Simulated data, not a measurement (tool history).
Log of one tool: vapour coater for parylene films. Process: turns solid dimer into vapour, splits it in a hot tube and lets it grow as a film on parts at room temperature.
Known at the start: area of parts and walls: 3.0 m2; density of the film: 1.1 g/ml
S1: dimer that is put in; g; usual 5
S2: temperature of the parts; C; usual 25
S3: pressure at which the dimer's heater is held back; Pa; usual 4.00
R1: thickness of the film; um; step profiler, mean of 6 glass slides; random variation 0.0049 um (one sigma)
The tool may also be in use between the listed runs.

run	hour	S1	S2	S3	R1
1	0.0	5	25	4.00	0.816
2	27.7	5	25	3.17	0.830
3	46.9	5	25	3.17	0.825
4	72.6	5	25	3.17	0.824
5	94.2	5	25	3.17	0.821
6	128.1	5	25	3.17	0.821
7	156.1	5	25	3.17	0.815
8	191.5	5	25	3.17	0.810
9	226.5	8	25	4.70	1.266
# hour 245.5: trap's valve overhauled
10	258.8	2	25	5.29	0.331
11	291.9	2	25	5.29	0.331
12	322.7	2	25	5.29	0.325
13	351.7	2	25	5.29	0.320
14	381.9	2	25	9.71	0.317
15	409.2	5	35	5.79	0.583
16	442.2	5	35	7.35	0.574

Measured less the same run without the tool's hidden state. The same run-to-run variation is in both; the gauge's scatter may not be:
The hidden state here: vapour lost through the trap's worn valve, %; true temperature of the parts over the reading, C; drift of the gauge itself on film_um, %.
run	R1
1	-0.033
2	-0.037
3	-0.038
4	-0.042
5	-0.045
6	-0.048
7	-0.052
8	-0.056
9	-0.093
10	-0.006
11	-0.007
12	-0.009
13	-0.010
14	-0.011
15	-0.023
16	-0.025
